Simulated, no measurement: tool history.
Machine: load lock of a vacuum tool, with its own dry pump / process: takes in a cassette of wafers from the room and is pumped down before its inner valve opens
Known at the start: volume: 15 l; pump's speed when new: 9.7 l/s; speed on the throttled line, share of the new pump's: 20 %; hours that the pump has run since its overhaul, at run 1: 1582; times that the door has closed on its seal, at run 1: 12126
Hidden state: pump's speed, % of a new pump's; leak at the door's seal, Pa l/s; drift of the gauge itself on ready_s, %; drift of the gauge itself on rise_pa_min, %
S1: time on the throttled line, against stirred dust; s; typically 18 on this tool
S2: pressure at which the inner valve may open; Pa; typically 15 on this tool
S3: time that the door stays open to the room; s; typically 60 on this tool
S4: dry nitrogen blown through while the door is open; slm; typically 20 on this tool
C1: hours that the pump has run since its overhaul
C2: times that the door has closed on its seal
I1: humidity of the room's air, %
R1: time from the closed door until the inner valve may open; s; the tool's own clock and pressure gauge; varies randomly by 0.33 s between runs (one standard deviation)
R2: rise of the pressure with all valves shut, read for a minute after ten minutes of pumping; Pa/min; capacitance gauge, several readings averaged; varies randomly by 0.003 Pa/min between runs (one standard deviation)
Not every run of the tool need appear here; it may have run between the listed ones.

{"run": 1, "hour": 0.0, "S1": 18, "S2": 15, "S3": 60, "S4": 20, "C1": 1582, "C2": 12126, "I1": 44.9, "R1": 28.5, "R2": 0.28}
{"run": 2, "hour": 94.3, "S1": 18, "S2": 15, "S3": 60, "S4": 20, "C1": 1677, "C2": 12335, "I1": 45.1, "R1": 28.4, "R2": 0.283}
{"run": 3, "hour": 189.2, "S1": 18, "S2": 15, "S3": 60, "S4": 20, "C1": 1772, "C2": 12545, "I1": 43.7, "R1": 29.1, "R2": 0.291}
{"run": 4, "hour": 259.8, "S1": 18, "S2": 15, "S3": 60, "S4": 20, "C1": 1842, "C2": 12701, "I1": 47.2, "R1": 28.1, "R2": 0.302}
{"run": 5, "hour": 316.9, "S1": 18, "S2": 15, "S3": 60, "S4": 27, "C1": 1899, "C2": 12828, "I1": 49.7, "R1": 28.7, "R2": 0.299}
{"run": 6, "hour": 383.4, "S1": 18, "S2": 15, "S3": 60, "S4": 27, "C1": 1966, "C2": 12975, "I1": 44.2, "R1": 28.3, "R2": 0.299}
{"run": 7, "hour": 431.2, "S1": 18, "S2": 15, "S3": 60, "S4": 25, "C1": 2014, "C2": 13081, "I1": 45.7, "R1": 28.3, "R2": 0.304}
{"run": 8, "hour": 472.0, "S1": 18, "S2": 15, "S3": 60, "S4": 25, "C1": 2054, "C2": 13171, "I1": 45.4, "R1": 28.0, "R2": 0.312}
{"run": 9, "hour": 531.8, "S1": 18, "S2": 15, "S3": 60, "S4": 25, "C1": 2114, "C2": 13303, "I1": 43.5, "R1": 28.3, "R2": 0.311}
{"run": 10, "hour": 615.6, "S1": 18, "S2": 15, "S3": 60, "S4": 11, "C1": 2198, "C2": 13489, "I1": 43.1, "R1": 29.0, "R2": 0.327}
{"run": 11, "hour": 711.0, "S1": 17, "S2": 14, "S3": 63, "S4": 6, "C1": 2293, "C2": 13700, "I1": 44.1, "R1": 27.6, "R2": 0.34}
{"run": 12, "hour": 779.5, "S1": 17, "S2": 14, "S3": 63, "S4": 6, "C1": 2362, "C2": 13852, "I1": 45.0, "R1": 27.3, "R2": 0.346}
{"run": 13, "hour": 856.0, "S1": 12, "S2": 15, "S3": 217, "S4": 9, "C1": 2438, "C2": 14021, "I1": 44.0, "R1": 23.6, "R2": 0.372}
{"run": 14, "hour": 915.6, "S1": 12, "S2": 12, "S3": 146, "S4": 9, "C1": 2498, "C2": 14153, "I1": 41.8, "R1": 24.3, "R2": 0.371}
{"run": 15, "hour": 981.2, "S1": 12, "S2": 25, "S3": 146, "S4": 6, "C1": 2564, "C2": 14298, "I1": 43.4, "R1": 22.9, "R2": 0.378}
{"run": 16, "hour": 1066.1, "S1": 24, "S2": 15, "S3": 105, "S4": 20, "C1": 2648, "C2": 14486, "I1": 46.1, "R1": 33.5, "R2": 0.364}
{"run": 17, "hour": 1105.9, "S1": 24, "S2": 15, "S3": 105, "S4": 20, "C1": 2688, "C2": 14574, "I1": 43.2, "R1": 33.4, "R2": 0.38}
{"run": 18, "hour": 1183.6, "S1": 29, "S2": 15, "S3": 105, "S4": 6, "C1": 2766, "C2": 14746, "I1": 43.8, "R1": 37.4, "R2": 0.378}
{"run": 19, "hour": 1277.4, "S1": 29, "S2": 15, "S3": 28, "S4": 5, "C1": 2860, "C2": 14954, "I1": 45.9, "R1": 37.0, "R2": 0.383}
{"run": 20, "hour": 1324.7, "S1": 29, "S2": 15, "S3": 28, "S4": 5, "C1": 2907, "C2": 15058, "I1": 46.2, "R1": 37.0, "R2": 0.389}

Each row is a separate what-if for the run after 20, all from the same tool condition, not one after another. Results?
{"run": "A", "hour": 1416.2, "S1": 25, "S2": 15, "S3": 28, "S4": 19, "C1": 2999, "C2": 15261, "I1": 43.8, "R1": "?", "R2": "?"}
{"run": "B", "hour": 1416.2, "S1": 29, "S2": 15, "S3": 178, "S4": 5, "C1": 2999, "C2": 15261, "I1": 43.8, "R1": "?", "R2": "?"}
{"run": "C", "hour": 1416.2, "S1": 18, "S2": 11, "S3": 28, "S4": 13, "C1": 2999, "C2": 15261, "I1": 42.3, "R1": "?", "R2": "?"}
{"run": "D", "hour": 1416.2, "S1": 30, "S2": 15, "S3": 52, "S4": 6, "C1": 2999, "C2": 15261, "I1": 42.7, "R1": "?", "R2": "?"}
{"run": "E", "hour": 1416.2, "S1": 13, "S2": 22, "S3": 60, "S4": 4, "C1": 2999, "C2": 15261, "I1": 44.3, "R1": "?", "R2": "?"}

run=A R1=34.1 R2=0.379
run=B R1=37.6 R2=0.423
run=C R1=28.5 R2=0.383
run=D R1=38.0 R2=0.397
run=E R1=24.3 R2=0.397
Without the tool's hidden state the same runs would have given:
run=A R1=33.6 R2=0.031
run=B R1=37.2 R2=0.071
run=C R1=27.9 R2=0.034
run=D R1=37.6 R2=0.046
run=E R1=23.8 R2=0.050
